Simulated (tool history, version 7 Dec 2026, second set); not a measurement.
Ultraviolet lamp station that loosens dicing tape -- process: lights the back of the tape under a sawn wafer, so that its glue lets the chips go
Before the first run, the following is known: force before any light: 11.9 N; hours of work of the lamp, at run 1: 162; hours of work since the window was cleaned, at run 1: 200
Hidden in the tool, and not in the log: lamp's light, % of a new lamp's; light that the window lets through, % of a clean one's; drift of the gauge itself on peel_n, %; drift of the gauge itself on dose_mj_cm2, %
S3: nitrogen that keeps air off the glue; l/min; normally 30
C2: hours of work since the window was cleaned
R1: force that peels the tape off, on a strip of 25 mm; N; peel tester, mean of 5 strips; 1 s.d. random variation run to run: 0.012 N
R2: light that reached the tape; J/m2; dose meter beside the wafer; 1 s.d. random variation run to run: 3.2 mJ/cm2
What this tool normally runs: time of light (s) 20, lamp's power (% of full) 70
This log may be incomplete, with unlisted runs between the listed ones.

{"run": 1, "hour": 0.0, "time of light (s)": 20, "lamp's power (% of full)": 70, "S3": 30, "hours of work of the lamp": 162, "C2": 200, "R1": 0.668, "R2": 4610}
{"run": 2, "hour": 17.0, "time of light (s)": 20, "lamp's power (% of full)": 70, "S3": 10, "hours of work of the lamp": 173, "C2": 211, "R1": 1.613, "R2": 4650}
{"run": 3, "hour": 29.9, "time of light (s)": 20, "lamp's power (% of full)": 70, "S3": 10, "hours of work of the lamp": 181, "C2": 220, "R1": 1.619, "R2": 4550}
{"run": 4, "hour": 40.3, "time of light (s)": 20, "lamp's power (% of full)": 70, "S3": 10, "hours of work of the lamp": 188, "C2": 227, "R1": 1.706, "R2": 4540}
{"run": 5, "hour": 61.0, "time of light (s)": 20, "lamp's power (% of full)": 72, "S3": 30, "hours of work of the lamp": 202, "C2": 241, "R1": 0.643, "R2": 4680}
{"run": 6, "hour": 74.6, "time of light (s)": 20, "lamp's power (% of full)": 72, "S3": 30, "hours of work of the lamp": 211, "C2": 250, "R1": 0.663, "R2": 4690}
{"run": 7, "hour": 96.3, "time of light (s)": 20, "lamp's power (% of full)": 89, "S3": 30, "hours of work of the lamp": 225, "C2": 264, "R1": 0.428, "R2": 5700}
{"run": 8, "hour": 111.2, "time of light (s)": 20, "lamp's power (% of full)": 89, "S3": 30, "hours of work of the lamp": 235, "C2": 274, "R1": 0.432, "R2": 5730}
{"run": 9, "hour": 128.4, "time of light (s)": 20, "lamp's power (% of full)": 65, "S3": 30, "hours of work of the lamp": 247, "C2": 285, "R1": 0.888, "R2": 4160}
{"run": 10, "hour": 144.9, "time of light (s)": 20, "lamp's power (% of full)": 70, "S3": 30, "hours of work of the lamp": 258, "C2": 296, "R1": 0.747, "R2": 4410}
{"run": 11, "hour": 161.4, "time of light (s)": 20, "lamp's power (% of full)": 70, "S3": 30, "hours of work of the lamp": 269, "C2": 307, "R1": 0.75, "R2": 4400}
{"run": 12, "hour": 178.9, "time of light (s)": 20, "lamp's power (% of full)": 70, "S3": 30, "hours of work of the lamp": 280, "C2": 319, "R1": 0.751, "R2": 4390}
{"run": 13, "hour": 195.8, "time of light (s)": 20, "lamp's power (% of full)": 70, "S3": 30, "hours of work of the lamp": 292, "C2": 330, "R1": 0.774, "R2": 4360}
{"hour": 197.4, "done": "window cleaned of glue's vapour"}
{"run": 14, "hour": 209.6, "time of light (s)": 11, "lamp's power (% of full)": 83, "S3": 21, "hours of work of the lamp": 300, "C2": 8, "R1": 2.368, "R2": 2800}
{"run": 15, "hour": 220.5, "time of light (s)": 11, "lamp's power (% of full)": 69, "S3": 36, "hours of work of the lamp": 308, "C2": 15, "R1": 2.335, "R2": 2320}
{"run": 16, "hour": 229.7, "time of light (s)": 20, "lamp's power (% of full)": 81, "S3": 30, "hours of work of the lamp": 314, "C2": 21, "R1": 0.579, "R2": 4920}
{"hour": 231.4, "done": "window cleaned of glue's vapour, once more"}
{"run": 17, "hour": 240.1, "time of light (s)": 20, "lamp's power (% of full)": 81, "S3": 30, "hours of work of the lamp": 320, "C2": 6, "R1": 0.545, "R2": 5100}
{"run": 18, "hour": 251.6, "time of light (s)": 20, "lamp's power (% of full)": 85, "S3": 30, "hours of work of the lamp": 328, "C2": 13, "R1": 0.49, "R2": 5380}
{"run": 19, "hour": 260.6, "time of light (s)": 16, "lamp's power (% of full)": 84, "S3": 15, "hours of work of the lamp": 334, "C2": 19, "R1": 1.466, "R2": 4210}
{"run": 20, "hour": 271.9, "time of light (s)": 11, "lamp's power (% of full)": 84, "S3": 30, "hours of work of the lamp": 341, "C2": 27, "R1": 1.769, "R2": 2880}
{"run": 21, "hour": 289.5, "time of light (s)": 11, "lamp's power (% of full)": 84, "S3": 30, "hours of work of the lamp": 353, "C2": 39, "R1": 1.785, "R2": 2900}

Results for each run, recomputed without the tool's hidden state and with each run's random variation untouched:
run=1 R1=0.566 R2=4960
run=2 R1=1.388 R2=5040
run=3 R1=1.385 R2=4940
run=4 R1=1.450 R2=4950
run=5 R1=0.522 R2=5130
run=6 R1=0.534 R2=5160
run=7 R1=0.352 R2=6330
run=8 R1=0.351 R2=6380
run=9 R1=0.689 R2=4660
run=10 R1=0.575 R2=4960
run=11 R1=0.570 R2=4970
run=12 R1=0.565 R2=4980
run=13 R1=0.577 R2=4980
run=14 R1=1.848 R2=3250
run=15 R1=1.809 R2=2700
run=16 R1=0.411 R2=5750
run=17 R1=0.419 R2=5760
run=18 R1=0.378 R2=6100
run=19 R1=1.134 R2=4790
run=20 R1=1.385 R2=3280
run=21 R1=1.385 R2=3330
